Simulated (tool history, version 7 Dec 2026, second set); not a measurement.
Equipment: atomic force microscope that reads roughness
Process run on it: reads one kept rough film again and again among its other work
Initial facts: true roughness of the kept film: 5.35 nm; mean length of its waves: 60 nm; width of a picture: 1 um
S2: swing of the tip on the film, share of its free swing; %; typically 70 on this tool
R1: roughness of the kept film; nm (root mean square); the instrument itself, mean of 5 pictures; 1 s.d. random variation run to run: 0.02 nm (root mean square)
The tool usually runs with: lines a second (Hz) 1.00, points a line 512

run 1 hour=0.0 | lines_a_second_(Hz)=1.00 S2=70 points_a_line=512 | R1=4.325
run 2 hour=28.4 | lines_a_second_(Hz)=1.00 S2=70 points_a_line=512 | R1=4.248
run 3 hour=64.3 | lines_a_second_(Hz)=1.00 S2=70 points_a_line=512 | R1=4.137
-- hour=73.1 new tip fitted
run 4 hour=92.6 | lines_a_second_(Hz)=1.00 S2=70 points_a_line=512 | R1=4.706
run 5 hour=126.1 | lines_a_second_(Hz)=1.00 S2=70 points_a_line=512 | R1=4.608
run 6 hour=175.6 | lines_a_second_(Hz)=1.00 S2=70 points_a_line=512 | R1=4.495
run 7 hour=221.9 | lines_a_second_(Hz)=1.00 S2=70 points_a_line=512 | R1=4.318
run 8 hour=267.7 | lines_a_second_(Hz)=1.00 S2=70 points_a_line=512 | R1=4.190
-- hour=288.3 new tip fitted
run 9 hour=301.8 | lines_a_second_(Hz)=1.00 S2=70 points_a_line=512 | R1=4.733
run 10 hour=332.8 | lines_a_second_(Hz)=1.00 S2=70 points_a_line=512 | R1=4.623
run 11 hour=380.7 | lines_a_second_(Hz)=1.00 S2=70 points_a_line=512 | R1=4.458
run 12 hour=416.3 | lines_a_second_(Hz)=1.00 S2=70 points_a_line=406 | R1=4.358
run 13 hour=437.6 | lines_a_second_(Hz)=1.00 S2=62 points_a_line=512 | R1=4.355
run 14 hour=484.0 | lines_a_second_(Hz)=1.00 S2=81 points_a_line=512 | R1=4.099
-- hour=504.6 new tip fitted
run 15 hour=533.3 | lines_a_second_(Hz)=1.00 S2=81 points_a_line=512 | R1=4.560
run 16 hour=566.2 | lines_a_second_(Hz)=2.37 S2=70 points_a_line=754 | R1=4.356
run 17 hour=593.0 | lines_a_second_(Hz)=0.53 S2=68 points_a_line=447 | R1=4.521
-- hour=615.1 height scale calibrated on a step standard
run 18 hour=621.6 | lines_a_second_(Hz)=1.26 S2=57 points_a_line=691 | R1=4.547
run 19 hour=665.4 | lines_a_second_(Hz)=1.81 S2=56 points_a_line=929 | R1=4.398
run 20 hour=717.4 | lines_a_second_(Hz)=3.44 S2=70 points_a_line=512 | R1=3.942
-- hour=721.3 new tip fitted
run 21 hour=763.5 | lines_a_second_(Hz)=2.77 S2=86 points_a_line=549 | R1=4.129
run 22 hour=793.9 | lines_a_second_(Hz)=0.54 S2=74 points_a_line=759 | R1=4.679
run 23 hour=845.7 | lines_a_second_(Hz)=1.00 S2=56 points_a_line=512 | R1=4.497
run 24 hour=892.1 | lines_a_second_(Hz)=2.43 S2=70 points_a_line=512 | R1=4.130
run 25 hour=914.3 | lines_a_second_(Hz)=2.43 S2=70 points_a_line=512 | R1=4.069
-- hour=938.1 new tip fitted
run 26 hour=967.0 | lines_a_second_(Hz)=0.91 S2=70 points_a_line=512 | R1=4.795
run 27 hour=1016.5 | lines_a_second_(Hz)=1.02 S2=82 points_a_line=762 | R1=4.478
run 28 hour=1039.8 | lines_a_second_(Hz)=2.27 S2=82 points_a_line=490 | R1=4.126

Forecast each of these 3 alternatives for the next run:
run A hour=1083.1 | lines_a_second_(Hz)=0.85 S2=55 points_a_line=458 | R1=?
run B hour=1083.1 | lines_a_second_(Hz)=0.77 S2=79 points_a_line=450 | R1=?
run C hour=1083.1 | lines_a_second_(Hz)=2.27 S2=66 points_a_line=260 | R1=?

run=A R1=4.489
run=B R1=4.367
run=C R1=4.281
With the hidden condition removed and each run's random variation left untouched, the same runs would have given:
run=A R1=5.020
run=B R1=4.884
run=C R1=4.787

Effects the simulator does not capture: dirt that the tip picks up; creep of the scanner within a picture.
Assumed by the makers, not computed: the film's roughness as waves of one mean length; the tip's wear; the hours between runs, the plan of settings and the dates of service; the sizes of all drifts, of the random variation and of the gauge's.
